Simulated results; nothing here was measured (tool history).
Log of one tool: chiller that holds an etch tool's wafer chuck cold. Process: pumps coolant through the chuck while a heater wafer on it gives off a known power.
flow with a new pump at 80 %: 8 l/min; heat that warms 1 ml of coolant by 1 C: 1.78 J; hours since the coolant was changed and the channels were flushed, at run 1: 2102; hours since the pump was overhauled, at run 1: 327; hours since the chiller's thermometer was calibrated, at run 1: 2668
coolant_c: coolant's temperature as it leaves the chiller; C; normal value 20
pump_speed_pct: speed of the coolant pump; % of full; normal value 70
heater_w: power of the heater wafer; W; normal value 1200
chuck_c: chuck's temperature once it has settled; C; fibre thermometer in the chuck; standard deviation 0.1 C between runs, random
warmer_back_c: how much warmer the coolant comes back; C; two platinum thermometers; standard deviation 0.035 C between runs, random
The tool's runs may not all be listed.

run     day  coolant_c  pump_speed_pct  heater_w  hours since the coolant was changed and the channels were flushed  hours since the pump was overhauled  hours since the chiller's thermometer was calibrated  chuck_c  warmer_back_c
  1   0.000         20              70      1200                                                               2102                                  327                                                  2668     35.3           5.79
  2   1.696         13              70      1200                                                               2143                                  368                                                  2708     28.3           5.84
  3   3.279         13              70      1200                                                               2181                                  406                                                  2746     28.3           5.88
  4   5.021         13              70      1200                                                               2223                                  448                                                  2788     28.2           5.83
  5   7.175         13              70      1200                                                               2275                                  499                                                  2840     28.2           5.84
      8.383  -- chiller's thermometer calibrated
  6   9.242         13              70      1200                                                               2323                                  548                                                    21     28.3           5.83
  7  11.404         20              77      1200                                                               2375                                  600                                                    72     34.4           5.31
  8  13.471         20              70      1118                                                               2425                                  649                                                   122     34.1           5.41
  9  14.450         20              70      1118                                                               2448                                  673                                                   146     34.2           5.36
 10  15.754         20              70      1118                                                               2479                                  704                                                   177     34.3           5.40
 11  17.933         20              89      1118                                                               2532                                  757                                                   229     32.0           4.26
 12  19.392         20              89      1118                                                               2567                                  792                                                   264     32.2           4.24
 13  20.579         14              89      1118                                                               2595                                  820                                                   293     26.2           4.22
 14  21.979         14              89      1118                                                               2629                                  854                                                   326     26.1           4.24
 15  24.167         14              89      1118                                                               2681                                  906                                                   379     26.4           4.26

Expected results for the next run?
 16  25.646         14              89      1118                                                               2717                                  942                                                   414        ?              ?

Run 16 gave chuck_c 26.2 C, warmer_back_c 4.23 C.
Take away the tool's hidden state, keep the run-to-run variation as it was, and the same run would have given chuck_c 26.2 C, warmer_back_c 4.23 C.
